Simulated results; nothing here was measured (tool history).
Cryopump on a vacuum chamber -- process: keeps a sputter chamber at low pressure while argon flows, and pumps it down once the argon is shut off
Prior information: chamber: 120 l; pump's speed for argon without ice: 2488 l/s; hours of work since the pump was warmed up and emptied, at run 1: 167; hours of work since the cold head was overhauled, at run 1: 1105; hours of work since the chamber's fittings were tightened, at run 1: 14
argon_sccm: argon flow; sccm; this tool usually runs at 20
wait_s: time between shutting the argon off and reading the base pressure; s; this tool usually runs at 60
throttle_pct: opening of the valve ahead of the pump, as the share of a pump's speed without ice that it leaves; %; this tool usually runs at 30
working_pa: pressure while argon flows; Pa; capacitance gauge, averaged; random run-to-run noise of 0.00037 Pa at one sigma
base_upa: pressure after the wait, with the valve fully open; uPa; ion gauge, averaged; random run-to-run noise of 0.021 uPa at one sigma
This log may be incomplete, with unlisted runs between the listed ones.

run	day	argon_sccm	wait_s	throttle_pct	hours of work since the pump was warmed up and emptied	hours of work since the cold head was overhauled	hours of work since the chamber's fittings were tightened	working_pa	base_upa
1	0.000	20	60	30	167	1105	14	0.0468	0.40
2	1.138	20	60	30	189	1127	35	0.0461	0.41
3	3.592	20	60	29	235	1173	81	0.0478	0.41
4	4.712	20	60	24	256	1194	102	0.0578	0.49
5	6.883	20	60	24	297	1235	143	0.0571	0.48
6	8.712	20	60	24	331	1270	178	0.0570	0.46
7	9.779	20	60	24	351	1290	198	0.0582	0.46
8	12.125	20	60	24	396	1334	242	0.0581	0.46
9	14.571	20	60	24	442	1380	288	0.0584	0.44
10	16.746	26	60	24	483	1421	329	0.0770	0.51
11	17.971	26	69	24	506	1444	352	0.0755	0.46
12	19.308	20	60	53	531	1469	377	0.0276	0.51
13	20.550	20	60	53	554	1493	401	0.0282	0.49
14	22.042	20	60	53	582	1521	429	0.0280	0.50
15	23.317	20	60	53	606	1545	453	0.0273	0.50
16	25.717	20	60	30	652	1590	498	0.0480	0.52
17	27.958	20	65	30	694	1632	540	0.0473	0.56
18	30.262	31	65	30	737	1676	584	0.0742	0.52
19	32.683	24	65	30	783	1721	629	0.0577	0.56
20	34.458	20	36	53	816	1755	663	0.0282	0.79
21	36.262	20	36	53	850	1789	697	0.0295	0.77
22	37.862	20	68	49	880	1819	727	0.0305	0.53
# day 40.008: pump warmed up, emptied and cooled again
23	40.512	20	68	49	9	1865	773	0.0281	0.56
24	41.975	20	68	49	37	1892	800	0.0284	0.48
25	43.117	37	138	47	59	1914	822	0.0543	0.38
26	45.008	17	60	30	94	1949	858	0.0388	0.55
27	46.058	17	60	30	114	1969	877	0.0389	0.56
28	47.471	14	60	22	141	1996	904	0.0430	0.60
29	48.667	14	60	22	163	2018	927	0.0439	0.61
30	51.054	14	60	22	208	2063	972	0.0440	0.59
31	53.017	19	38	54	245	2100	1008	0.0250	0.75
32	54.900	19	137	31	281	2136	1044	0.0424	0.46
33	56.100	14	108	30	303	2158	1067	0.0336	0.46

5 ways to go on from here, each from the tool as it stands after run 33. What would each give?
A	58.217	20	60	18	343	2198	1106	?	?
B	58.217	18	60	30	343	2198	1106	?	?
C	58.217	23	86	34	343	2198	1106	?	?
D	58.217	11	60	30	343	2198	1106	?	?
E	58.217	21	60	21	343	2198	1106	?	?

run	working_pa	base_upa
A	0.0764	0.64
B	0.0420	0.63
C	0.0478	0.52
D	0.0253	0.64
E	0.0696	0.63
Without the tool's unlogged condition, the same runs would have read:
run	working_pa	base_upa
A	0.0751	0.41
B	0.0408	0.41
C	0.0463	0.31
D	0.0246	0.42
E	0.0683	0.41
